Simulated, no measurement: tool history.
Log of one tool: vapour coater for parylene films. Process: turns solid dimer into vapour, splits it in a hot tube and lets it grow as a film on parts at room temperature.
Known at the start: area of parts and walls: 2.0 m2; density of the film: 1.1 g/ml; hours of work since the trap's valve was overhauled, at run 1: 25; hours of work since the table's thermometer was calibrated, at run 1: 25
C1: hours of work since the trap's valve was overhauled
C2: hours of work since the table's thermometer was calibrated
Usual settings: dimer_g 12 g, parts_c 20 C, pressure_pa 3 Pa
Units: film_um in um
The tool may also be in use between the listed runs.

Run 1, hour 0: usual settings; C1 25; C2 25. Result: film_um 3.93 um.
Run 2, hour 10.6: usual settings but parts_c 27 C; C1 30; C2 30. Result: film_um 2.88 um.
Run 3, hour 28: usual settings but parts_c 27 C; C1 38; C2 38. Result: film_um 2.88 um.
Run 4, hour 41.8: usual settings but parts_c 28 C; C1 44; C2 44. Result: film_um 2.75 um.
Run 5, hour 51.2: usual settings but pressure_pa 7.22 Pa; C1 49; C2 49. Result: film_um 3.65 um.
Run 6, hour 68: usual settings but pressure_pa 7.22 Pa; C1 56; C2 56. Result: film_um 3.64 um.
Run 7, hour 83.3: usual settings but pressure_pa 5.69 Pa; C1 64; C2 64. Result: film_um 3.7 um.
Run 8, hour 94.3: usual settings but pressure_pa 5.37 Pa; C1 69; C2 69. Result: film_um 3.71 um.
Run 9, hour 112.9: usual settings but pressure_pa 5.37 Pa; C1 77; C2 77. Result: film_um 3.73 um.
Run 10, hour 122: usual settings but pressure_pa 5.37 Pa; C1 82; C2 82. Result: film_um 3.71 um.
Run 11, hour 134: usual settings but pressure_pa 3.66 Pa; C1 87; C2 87. Result: film_um 3.82 um.
Run 12, hour 143.1: usual settings but pressure_pa 3.66 Pa; C1 91; C2 91. Result: film_um 3.83 um.
Run 13, hour 163.2: usual settings but pressure_pa 3.66 Pa; C1 101; C2 101. Result: film_um 3.85 um.
Run 14, hour 176.1: usual settings but dimer_g 15 g; C1 107; C2 107. Result: film_um 4.87 um.
Run 15, hour 186.7: usual settings but dimer_g 15 g; C1 112; C2 112. Result: film_um 4.85 um.
Run 16, hour 201.8: usual settings but dimer_g 18 g; C1 119; C2 119. Result: film_um 5.79 um.
Run 17, hour 222.1: usual settings; C1 128; C2 128. Result: film_um 3.88 um.
Run 18, hour 230.6: usual settings but pressure_pa 2.1 Pa; C1 132; C2 132. Result: film_um 4.01 um.
Run 19, hour 250.9: usual settings but pressure_pa 2.1 Pa; C1 141; C2 141. Result: film_um 3.99 um.
Run 20, hour 262.6: usual settings but pressure_pa 2.1 Pa; C1 147; C2 147. Result: film_um 3.99 um.
Run 21, hour 273.5: usual settings but pressure_pa 2.1 Pa; C1 152; C2 152. Result: film_um 3.98 um.
Run 22, hour 282.5: usual settings but pressure_pa 2.1 Pa; C1 156; C2 156. Result: film_um 3.98 um.
Run 23, hour 300.4: usual settings but pressure_pa 2.1 Pa; C1 164; C2 164. Result: film_um 3.99 um.
Run 24, hour 310.2: usual settings but pressure_pa 2.1 Pa; C1 169; C2 169. Result: film_um 3.99 um.
At hour 311.1: gauge calibrated.
Run 25, hour 318.5: usual settings but parts_c 26 C, pressure_pa 2.1 Pa; C1 173; C2 173. Result: film_um 3.09 um.
Run 26, hour 334.3: usual settings but parts_c 17 C, pressure_pa 6.23 Pa; C1 180; C2 180. Result: film_um 4.22 um.
Run 27, hour 346.6: usual settings but pressure_pa 8.58 Pa; C1 186; C2 186. Result: film_um 3.6 um.
Run 28, hour 360.8: usual settings but pressure_pa 8.58 Pa; C1 193; C2 193. Result: film_um 3.61 um.
Run 29, hour 379: usual settings but pressure_pa 8.58 Pa; C1 201; C2 201. Result: film_um 3.59 um.
Run 30, hour 393.9: usual settings but dimer_g 10 g, parts_c 22 C, pressure_pa 6.23 Pa; C1 208; C2 208. Result: film_um 2.8 um.
Run 31, hour 407.6: usual settings but dimer_g 10 g, parts_c 22 C, pressure_pa 6.23 Pa; C1 214; C2 214. Result: film_um 2.78 um.
Run 32, hour 418.1: usual settings but dimer_g 7 g, pressure_pa 2.26 Pa; C1 219; C2 219. Result: film_um 2.33 um.
Run 33, hour 427.8: usual settings but dimer_g 7 g, pressure_pa 2.26 Pa; C1 224; C2 224. Result: film_um 2.34 um.
Run 34, hour 448.3: usual settings but parts_c 22 C, pressure_pa 7.94 Pa; C1 233; C2 233. Result: film_um 3.27 um.
Run 35, hour 467: usual settings but dimer_g 10 g, pressure_pa 2.44 Pa; C1 242; C2 242. Result: film_um 3.3 um.
Run 36, hour 483.6: usual settings but dimer_g 19 g, parts_c 28 C, pressure_pa 2.44 Pa; C1 250; C2 250. Result: film_um 4.35 um.
Run 37, hour 502.2: usual settings but dimer_g 5 g, parts_c 14 C, pressure_pa 2.44 Pa; C1 258; C2 258. Result: film_um 2.15 um.
Run 38, hour 511.1: usual settings but dimer_g 5 g, parts_c 30 C, pressure_pa 2.23 Pa; C1 262; C2 262. Result: film_um 1.06 um.
Run 39, hour 531.2: usual settings but dimer_g 17 g, parts_c 30 C, pressure_pa 8.63 Pa; C1 272; C2 272. Result: film_um 3.21 um.
Run 40, hour 550.8: usual settings but dimer_g 9 g, parts_c 15 C, pressure_pa 4.36 Pa; C1 281; C2 281. Result: film_um 3.51 um.
Run 41, hour 568.2: usual settings but dimer_g 9 g, parts_c 15 C, pressure_pa 4.36 Pa; C1 289; C2 289. Result: film_um 3.51 um.
Run 42, hour 588.6: usual settings but dimer_g 21 g, parts_c 14 C, pressure_pa 2.42 Pa; C1 299; C2 299. Result: film_um 9.01 um.

Forecast run 43:
Run 43, hour 603.9: usual settings but dimer_g 21 g, parts_c 14 C, pressure_pa 2.42 Pa; C1 306; C2 306. Result: film_um ?.

Run 43 gave film_um 9.02 um.
Without the tool's hidden state the same run would have given film_um 9.23 um.
